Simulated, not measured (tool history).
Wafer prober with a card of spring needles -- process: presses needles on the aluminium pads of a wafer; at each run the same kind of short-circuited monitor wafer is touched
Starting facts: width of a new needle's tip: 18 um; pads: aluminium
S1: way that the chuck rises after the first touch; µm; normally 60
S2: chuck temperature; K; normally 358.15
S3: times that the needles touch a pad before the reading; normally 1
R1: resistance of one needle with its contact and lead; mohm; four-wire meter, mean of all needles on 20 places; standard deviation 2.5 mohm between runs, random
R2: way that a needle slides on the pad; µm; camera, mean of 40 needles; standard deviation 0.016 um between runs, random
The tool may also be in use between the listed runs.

Run 1, hour 0: usual settings. Result: R1 294 mohm, R2 16.02 µm.
Run 2, hour 19.2: usual settings. Result: R1 290 mohm, R2 16.03 µm.
Run 3, hour 36.5: usual settings. Result: R1 293 mohm, R2 16.04 µm.
Run 4, hour 58.2: usual settings but S2 313.15 K. Result: R1 274 mohm, R2 16 µm.
Run 5, hour 74.3: usual settings but S2 313.15 K. Result: R1 281 mohm, R2 16.04 µm.
Run 6, hour 114.4: usual settings but S3 2. Result: R1 289 mohm, R2 16 µm.
Run 7, hour 148.2: usual settings. Result: R1 294 mohm, R2 16.03 µm.
Run 8, hour 165.7: usual settings. Result: R1 291 mohm, R2 16.03 µm.
Run 9, hour 191.8: usual settings. Result: R1 287 mohm, R2 16.05 µm.
Run 10, hour 218.6: usual settings. Result: R1 295 mohm, R2 16.02 µm.
Run 11, hour 241.5: usual settings. Result: R1 289 mohm, R2 16.03 µm.
Run 12, hour 279.1: usual settings. Result: R1 291 mohm, R2 16.03 µm.
Run 13, hour 303: usual settings. Result: R1 294 mohm, R2 16.01 µm.
Run 14, hour 336.1: usual settings. Result: R1 292 mohm, R2 16.01 µm.
Run 15, hour 374.6: usual settings. Result: R1 286 mohm, R2 16.01 µm.
Run 16, hour 391.3: usual settings but S1 58 µm. Result: R1 294 mohm, R2 15.46 µm.
Run 17, hour 430.9: usual settings but S1 68 µm, S2 348.15 K. Result: R1 288 mohm, R2 18.13 µm.
Run 18, hour 468.5: usual settings but S1 46 µm, S2 371.15 K, S3 2. Result: R1 302 mohm, R2 12.29 µm.
Run 19, hour 489.4: usual settings but S1 46 µm, S2 371.15 K, S3 2. Result: R1 301 mohm, R2 12.26 µm.
Run 20, hour 521: usual settings but S1 46 µm, S2 371.15 K, S3 2. Result: R1 304 mohm, R2 12.26 µm.
Run 21, hour 545.4: usual settings but S1 46 µm, S2 371.15 K, S3 2. Result: R1 308 mohm, R2 12.28 µm.
Run 22, hour 581.4: usual settings but S1 41 µm, S2 365.15 K. Result: R1 313 mohm, R2 10.96 µm.
Run 23, hour 618: usual settings but S1 41 µm, S2 365.15 K. Result: R1 315 mohm, R2 10.95 µm.
Run 24, hour 642.1: usual settings but S1 41 µm, S2 365.15 K. Result: R1 311 mohm, R2 10.95 µm.
Run 25, hour 668.4: usual settings but S1 41 µm, S2 365.15 K. Result: R1 308 mohm, R2 10.94 µm.
Run 26, hour 705.7: usual settings but S1 41 µm, S2 365.15 K. Result: R1 309 mohm, R2 10.95 µm.
Run 27, hour 729.7: usual settings but S1 65 µm, S2 299.15 K, S3 3. Result: R1 267 mohm, R2 17.34 µm.
Run 28, hour 748.2: usual settings but S1 75 µm. Result: R1 285 mohm, R2 19.99 µm.
Run 29, hour 782.8: usual settings but S1 57 µm, S2 311.15 K. Result: R1 281 mohm, R2 15.23 µm.

Between the runs listed above, the log contained 62 entries, not reproduced here. Where in the sequence does each belong, and how does what the log doesn't record of the tool's condition differ from the listed run before to the listed run after?
Run 1 -> run 2: height of the first contact set anew (hour 8.6); tips cleaned on abrasive film (hour 11.2)
  debris on the tips, nm: 0.1 -> 0.2; way that the needles fall short of the set height, um: 0.01 -> 0
Run 2 -> run 3: tips cleaned on abrasive film (hour 25)
  debris on the tips, nm: 0.2 -> 0.3
Run 3 -> run 4: tips cleaned on abrasive film (hour 39.9); tips cleaned on abrasive film (hour 53.1)
  debris on the tips, nm: 0.3 -> 0.2
Run 4 -> run 5: tips cleaned on abrasive film (hour 66.9)
  no difference in the tool's unlogged condition between these two runs
Run 5 -> run 6: tips cleaned on abrasive film (hour 79.8); tips cleaned on abrasive film (hour 92.6); tips cleaned on abrasive film (hour 106.9)
  way that the needles fall short of the set height, um: 0 -> 0.01
Run 6 -> run 7: tips cleaned on abrasive film (hour 120.6); tips cleaned on abrasive film (hour 135.9)
  debris on the tips, nm: 0.2 -> 0.3
Run 7 -> run 8: tips cleaned on abrasive film (hour 151.4); height of the first contact set anew (hour 156.3); tips cleaned on abrasive film (hour 165.7)
  debris on the tips, nm: 0.3 -> 0; way that the needles fall short of the set height, um: 0.01 -> 0
Run 8 -> run 9: tips cleaned on abrasive film (hour 178.3); tips cleaned on abrasive film (hour 191.1)
  debris on the tips, nm: 0 -> 0.1
Run 9 -> run 10: tips cleaned on abrasive film (hour 205.2); tips cleaned on abrasive film (hour 218.2)
  no difference in the tool's unlogged condition between these two runs
Run 10 -> run 11: tips cleaned on abrasive film (hour 232.7)
  debris on the tips, nm: 0.1 -> 0.2
Run 11 -> run 12: tips cleaned on abrasive film (hour 246.4); tips cleaned on abrasive film (hour 259.1); tips cleaned on abrasive film (hour 271.7)
  way that the needles fall short of the set height, um: 0 -> 0.01
Run 12 -> run 13: tips cleaned on abrasive film (hour 285.3); tips cleaned on abrasive film (hour 299.8); height of the first contact set anew (hour 302.7)
  debris on the tips, nm: 0.2 -> 0.1; way that the needles fall short of the set height, um: 0.01 -> 0
Run 13 -> run 14: tips cleaned on abrasive film (hour 313.3); tips cleaned on abrasive film (hour 327.8)
  debris on the tips, nm: 0.1 -> 0.3
Run 14 -> run 15: tips cleaned on abrasive film (hour 341.6); tips cleaned on abrasive film (hour 354.3); tips cleaned on abrasive film (hour 368.5)
  debris on the tips, nm: 0.3 -> 0.2; tips' diameter, um: 18.01 -> 18.02
Run 15 -> run 16: tips cleaned on abrasive film (hour 382.2)
  debris on the tips, nm: 0.2 -> 0.3
Run 16 -> run 17: tips cleaned on abrasive film (hour 395.9); tips cleaned on abrasive film (hour 411.2); tips cleaned on abrasive film (hour 424.2)
  debris on the tips, nm: 0.3 -> 0.2; way that the needles fall short of the set height, um: 0 -> 0.01
Run 17 -> run 18: tips cleaned on abrasive film (hour 438.5); height of the first contact set anew (hour 450.5); tips cleaned on abrasive film (hour 453.7); tips cleaned on abrasive film (hour 467.8)
  debris on the tips, nm: 0.2 -> 0; way that the needles fall short of the set height, um: 0.01 -> 0
Run 18 -> run 19: tips cleaned on abrasive film (hour 482.4)
  debris on the tips, nm: 0 -> 0.2
Run 19 -> run 20: tips cleaned on abrasive film (hour 495.7); tips cleaned on abrasive film (hour 509.8)
  debris on the tips, nm: 0.2 -> 0.3
Run 20 -> run 21: tips cleaned on abrasive film (hour 524.1); tips cleaned on abrasive film (hour 536.7)
  no difference in the tool's unlogged condition between these two runs
Run 21 -> run 22: tips cleaned on abrasive film (hour 549.8); tips cleaned on abrasive film (hour 564.3); tips cleaned on abrasive film (hour 578.3)
  debris on the tips, nm: 0.3 -> 0.1; way that the needles fall short of the set height, um: 0 -> 0.01
Run 22 -> run 23: tips cleaned on abrasive film (hour 590.9); height of the first contact set anew (hour 596.4); tips cleaned on abrasive film (hour 604.2); tips cleaned on abrasive film (hour 618)
  debris on the tips, nm: 0.1 -> 0; way that the needles fall short of the set height, um: 0.01 -> 0
Run 23 -> run 24: tips cleaned on abrasive film (hour 632)
  debris on the tips, nm: 0 -> 0.3
Run 24 -> run 25: tips cleaned on abrasive film (hour 645.3); tips cleaned on abrasive film (hour 659.4)
  debris on the tips, nm: 0.3 -> 0.2
Run 25 -> run 26: tips cleaned on abrasive film (hour 674.3); tips cleaned on abrasive film (hour 687.9); tips cleaned on abrasive film (hour 703)
  debris on the tips, nm: 0.2 -> 0.1
Run 26 -> run 27: tips cleaned on abrasive film (hour 716.4); tips cleaned on abrasive film (hour 729.5)
  debris on the tips, nm: 0.1 -> 0; way that the needles fall short of the set height, um: 0 -> 0.01
Run 27 -> run 28: tips cleaned on abrasive film (hour 743.2); height of the first contact set anew (hour 743.5)
  debris on the tips, nm: 0 -> 0.2; way that the needles fall short of the set height, um: 0.01 -> 0
Run 28 -> run 29: tips cleaned on abrasive film (hour 756.9); tips cleaned on abrasive film (hour 770.6)
  debris on the tips, nm: 0.2 -> 0.3

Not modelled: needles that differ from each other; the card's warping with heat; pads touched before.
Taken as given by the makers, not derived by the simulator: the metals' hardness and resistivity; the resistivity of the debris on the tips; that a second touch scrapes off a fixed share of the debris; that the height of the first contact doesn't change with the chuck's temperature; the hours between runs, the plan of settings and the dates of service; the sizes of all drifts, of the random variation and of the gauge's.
